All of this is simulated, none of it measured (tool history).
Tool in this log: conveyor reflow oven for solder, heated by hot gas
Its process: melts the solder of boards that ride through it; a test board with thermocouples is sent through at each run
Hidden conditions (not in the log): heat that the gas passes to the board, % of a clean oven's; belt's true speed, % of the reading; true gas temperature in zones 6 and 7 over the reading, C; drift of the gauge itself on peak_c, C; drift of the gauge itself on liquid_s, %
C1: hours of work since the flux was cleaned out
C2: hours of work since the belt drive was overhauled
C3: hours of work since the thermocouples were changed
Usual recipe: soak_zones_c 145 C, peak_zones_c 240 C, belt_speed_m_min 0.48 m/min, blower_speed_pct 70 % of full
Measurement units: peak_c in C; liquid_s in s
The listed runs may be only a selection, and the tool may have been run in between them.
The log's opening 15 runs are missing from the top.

Run 16, hour 615.6: usual settings but belt_speed_m_min 0.572 m/min; C1 159; C2 588; C3 809. Result: peak_c 218.8 C, liquid_s 58.3 s.
Run 17, hour 659.9: usual settings but peak_zones_c 236 C, belt_speed_m_min 0.572 m/min; C1 183; C2 612; C3 833. Result: peak_c 215.7 C, liquid_s 55.7 s.
Run 18, hour 689.8: usual settings but peak_zones_c 236 C, belt_speed_m_min 0.572 m/min; C1 199; C2 628; C3 849. Result: peak_c 216.1 C, liquid_s 56.3 s.
Run 19, hour 730.8: usual settings but peak_zones_c 236 C, belt_speed_m_min 0.572 m/min; C1 221; C2 650; C3 872. Result: peak_c 216 C, liquid_s 55.7 s.
Run 20, hour 766.4: usual settings but peak_zones_c 236 C, belt_speed_m_min 0.572 m/min, blower_speed_pct 57 % of full; C1 240; C2 669; C3 891. Result: peak_c 211.8 C, liquid_s 51.4 s.
Run 21, hour 812.7: usual settings but soak_zones_c 132 C, peak_zones_c 247 C, belt_speed_m_min 0.52 m/min, blower_speed_pct 89 % of full; C1 266; C2 694; C3 916. Result: peak_c 230.3 C, liquid_s 67.7 s.
Run 22, hour 837.8: usual settings but peak_zones_c 243 C, belt_speed_m_min 0.544 m/min; C1 279; C2 708; C3 930. Result: peak_c 223.8 C, liquid_s 64.5 s.
Run 23, hour 869.8: usual settings but peak_zones_c 237 C; C1 296; C2 725; C3 947. Result: peak_c 221.8 C, liquid_s 72.8 s.
Run 24, hour 919.3: usual settings but belt_speed_m_min 0.387 m/min; C1 323; C2 752; C3 974. Result: peak_c 230.3 C, liquid_s 97.6 s.
Run 25, hour 947.9: usual settings but belt_speed_m_min 0.41 m/min; C1 339; C2 768; C3 989. Result: peak_c 229.4 C, liquid_s 91 s.
Run 26, hour 1002.7: usual settings but peak_zones_c 241 C; C1 368; C2 797; C3 1019. Result: peak_c 226 C, liquid_s 75.1 s.
At hour 1016.5: flux residue cleaned out of gas plates and filters.
Run 27, hour 1038: usual settings but soak_zones_c 137 C, peak_zones_c 249 C, belt_speed_m_min 0.454 m/min; C1 12; C2 814; C3 1035. Result: peak_c 234.6 C, liquid_s 81.5 s.
Run 28, hour 1062.7: usual settings but soak_zones_c 159 C, belt_speed_m_min 0.516 m/min, blower_speed_pct 62 % of full; C1 25; C2 827; C3 1049. Result: peak_c 223.5 C, liquid_s 74.5 s.
Run 29, hour 1100.1: usual settings but soak_zones_c 159 C, belt_speed_m_min 0.516 m/min, blower_speed_pct 62 % of full; C1 45; C2 847; C3 1069. Result: peak_c 223 C, liquid_s 74.4 s.
Run 30, hour 1150.4: usual settings but peak_zones_c 229 C, belt_speed_m_min 0.382 m/min; C1 72; C2 874; C3 1096. Result: peak_c 220.5 C, liquid_s 91.8 s.
Run 31, hour 1185.3: usual settings but soak_zones_c 153 C, peak_zones_c 233 C, belt_speed_m_min 0.406 m/min; C1 91; C2 893; C3 1115. Result: peak_c 223.8 C, liquid_s 93 s.

Branching from run 31: 3 alternative next runs. What would each branch give?
Run A, hour 1228.6: usual settings but peak_zones_c 229 C, belt_speed_m_min 0.524 m/min, blower_speed_pct 55 % of full; C1 115; C2 917; C3 1138. Result: peak_c ?, liquid_s ?.
Run B, hour 1228.6: usual settings but soak_zones_c 157 C, peak_zones_c 237 C, belt_speed_m_min 0.406 m/min; C1 115; C2 917; C3 1138. Result: peak_c ?, liquid_s ?.
Run C, hour 1228.6: usual settings but soak_zones_c 155 C, peak_zones_c 232 C, blower_speed_pct 68 % of full; C1 115; C2 917; C3 1138. Result: peak_c ?, liquid_s ?.

run  peak_c  liquid_s
  A   209.1      53.8
  B   228.6      97.4
  C   218.6      75.4
With no hidden state in the tool, these same runs would have given:
run  peak_c  liquid_s
  A   209.3        54
  B   228.8      97.5
  C   218.8      75.5

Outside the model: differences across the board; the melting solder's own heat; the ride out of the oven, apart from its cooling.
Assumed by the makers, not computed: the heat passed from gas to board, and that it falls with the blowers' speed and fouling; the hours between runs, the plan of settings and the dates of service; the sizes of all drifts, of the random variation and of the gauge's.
